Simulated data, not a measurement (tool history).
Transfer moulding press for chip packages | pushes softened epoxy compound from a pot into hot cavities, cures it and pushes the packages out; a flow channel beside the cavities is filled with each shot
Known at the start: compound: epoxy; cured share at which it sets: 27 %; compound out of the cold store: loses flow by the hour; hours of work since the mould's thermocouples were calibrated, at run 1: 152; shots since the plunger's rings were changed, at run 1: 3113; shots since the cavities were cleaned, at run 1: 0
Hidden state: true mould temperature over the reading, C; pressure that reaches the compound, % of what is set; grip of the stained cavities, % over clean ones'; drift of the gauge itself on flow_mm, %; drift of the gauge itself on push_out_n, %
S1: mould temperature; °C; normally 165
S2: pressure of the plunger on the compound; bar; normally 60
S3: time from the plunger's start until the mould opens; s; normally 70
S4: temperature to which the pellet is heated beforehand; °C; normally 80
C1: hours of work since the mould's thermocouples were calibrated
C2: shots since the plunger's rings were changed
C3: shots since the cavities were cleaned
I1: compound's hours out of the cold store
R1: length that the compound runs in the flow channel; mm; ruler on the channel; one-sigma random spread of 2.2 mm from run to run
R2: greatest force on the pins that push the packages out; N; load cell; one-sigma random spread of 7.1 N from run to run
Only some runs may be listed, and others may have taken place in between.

Run 1, day 0: usual settings; C1 152; C2 3113; C3 0; I1 11.7. Result: R1 594 mm, R2 286 N.
At day 2.242: cavities cleaned with cleaning compound and waxed.
Run 2, day 2.471: usual settings but S1 167 °C; C1 195; C2 4125; C3 98; I1 13.3. Result: R1 578 mm, R2 284 N.
Run 3, day 3.767: usual settings but S1 167 °C; C1 218; C2 4669; C3 642; I1 13.9. Result: R1 576 mm, R2 426 N.
At day 4.388: cavities cleaned with cleaning compound and waxed.
Run 4, day 5.929: usual settings but S1 167 °C; C1 256; C2 5550; C3 648; I1 16.1. Result: R1 558 mm, R2 393 N.
At day 6.254: plunger's sealing rings changed.
At day 6.662: cavities cleaned with cleaning compound and waxed.
Run 5, day 8.633: usual settings; C1 302; C2 974; C3 828; I1 8.1. Result: R1 621 mm, R2 476 N.
At day 8.871: cavities cleaned with cleaning compound and waxed.
Run 6, day 10.812: usual settings; C1 340; C2 1862; C3 815; I1 46.3. Result: R1 533 mm, R2 453 N.
At day 11.133: cavities cleaned with cleaning compound and waxed.
Run 7, day 12.229: usual settings but S1 163 °C, S2 45.9 bar, S3 73 s; C1 364; C2 2430; C3 460; I1 38.2. Result: R1 478 mm, R2 409 N.
At day 13.3: cavities cleaned with cleaning compound and waxed.
Run 8, day 14.692: usual settings but S1 163 °C, S2 45.9 bar, S3 73 s; C1 407; C2 3438; C3 583; I1 15.8. Result: R1 514 mm, R2 449 N.
At day 15.471: mould's thermocouples calibrated.
At day 15.533: cavities cleaned with cleaning compound and waxed.
Run 9, day 16.558: usual settings but S1 162 °C, S2 45.9 bar, S3 108 s; C1 18; C2 4161; C3 431; I1 41.4. Result: R1 463 mm, R2 292 N.
At day 17.7: cavities cleaned with cleaning compound and waxed.
Run 10, day 18.938: usual settings but S1 173 °C, S2 45.9 bar, S3 104 s, S4 70 °C; C1 60; C2 5133; C3 520; I1 21.9. Result: R1 480 mm, R2 294 N.
At day 19.896: cavities cleaned with cleaning compound and waxed.
At day 20.267: plunger's sealing rings changed.
Run 11, day 20.817: usual settings but S1 158 °C, S2 52.2 bar, S3 74 s, S4 90 °C; C1 91; C2 231; C3 342; I1 40. Result: R1 525 mm, R2 550 N.

Here are 5 independent what-if runs from the current tool condition. What would each one return?
At day 22.067: cavities cleaned with cleaning compound and waxed.
Run A, day 22.067: usual settings but S1 159 °C, S2 57.5 bar, S3 74 s, S4 76 °C; C1 112; C2 730; C3 0; I1 43. Result: R1 ?, R2 ?.
At day 22.067: cavities cleaned with cleaning compound and waxed.
Run B, day 22.067: usual settings but S4 88 °C; C1 112; C2 730; C3 0; I1 8. Result: R1 ?, R2 ?.
At day 22.067: cavities cleaned with cleaning compound and waxed.
Run C, day 22.067: usual settings but S1 166 °C; C1 112; C2 730; C3 0; I1 28.8. Result: R1 ?, R2 ?.
At day 22.067: cavities cleaned with cleaning compound and waxed.
Run D, day 22.067: usual settings but S1 162 °C, S2 52.2 bar, S3 57 s, S4 90 °C; C1 112; C2 730; C3 0; I1 37.8. Result: R1 ?, R2 ?.
At day 22.067: cavities cleaned with cleaning compound and waxed.
Run E, day 22.067: usual settings but S1 160 °C; C1 112; C2 730; C3 0; I1 13. Result: R1 ?, R2 ?.

run   R1   R2
  A  540  381
  B  624  300
  C  573  272
  D  521  534
  E  617  418
What these runs would have given with no unlogged condition in the tool:
run   R1   R2
  A  548  374
  B  633  295
  C  582  267
  D  529  525
  E  626  411
